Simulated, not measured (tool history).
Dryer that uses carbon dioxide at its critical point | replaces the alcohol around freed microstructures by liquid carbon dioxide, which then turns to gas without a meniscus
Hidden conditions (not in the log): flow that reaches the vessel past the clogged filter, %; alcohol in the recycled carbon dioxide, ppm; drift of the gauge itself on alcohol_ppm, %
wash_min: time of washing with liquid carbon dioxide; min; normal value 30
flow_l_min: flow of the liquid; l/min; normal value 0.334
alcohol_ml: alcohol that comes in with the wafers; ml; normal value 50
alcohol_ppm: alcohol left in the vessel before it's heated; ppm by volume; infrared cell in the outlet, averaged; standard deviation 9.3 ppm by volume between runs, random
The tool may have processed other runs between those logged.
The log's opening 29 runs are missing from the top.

run	hour	wash_min	flow_l_min	alcohol_ml	hours of work since the filter was changed	hours of work since the purifier's bed was changed	alcohol_ppm
30	1356.7	45	0.524	50	199	171	46
31	1393.8	45	0.524	50	213	184	47
32	1430.8	39	0.281	53	227	198	775
33	1463.1	28	0.342	93	239	210	1960
34	1507.6	27	0.220	108	255	227	8159
35	1548.5	24	0.413	50	271	242	967
36	1598.2	27	0.334	78	289	260	2165
37	1639.3	27	0.334	78	304	276	2258
# hour 1656.1: inlet filter changed
38	1699.3	27	0.334	78	16	298	1332
39	1748.2	27	0.334	78	34	316	1376
40	1783.7	47	0.326	31	47	329	121
41	1817.4	30	0.334	111	60	341	1439
42	1850.6	30	0.334	111	72	354	1395
43	1879.8	30	0.334	111	83	365	1456
44	1919.0	30	0.334	111	98	379	1528
45	1954.3	22	0.334	69	111	392	2484
46	2017.3	39	0.334	61	134	416	392
47	2083.8	30	0.419	50	159	440	369
48	2142.7	25	0.334	50	181	462	1467

Forecast each of these 3 alternatives for the next run:
A	2181.3	30	0.215	50	195	477	?
B	2181.3	32	0.351	50	195	477	?
C	2181.3	30	0.334	38	195	477	?

run	alcohol_ppm
A	3074
B	629
C	694
With the hidden condition removed and each run's random variation left untouched, the same runs would have given:
run	alcohol_ppm
A	2282
B	330
C	391

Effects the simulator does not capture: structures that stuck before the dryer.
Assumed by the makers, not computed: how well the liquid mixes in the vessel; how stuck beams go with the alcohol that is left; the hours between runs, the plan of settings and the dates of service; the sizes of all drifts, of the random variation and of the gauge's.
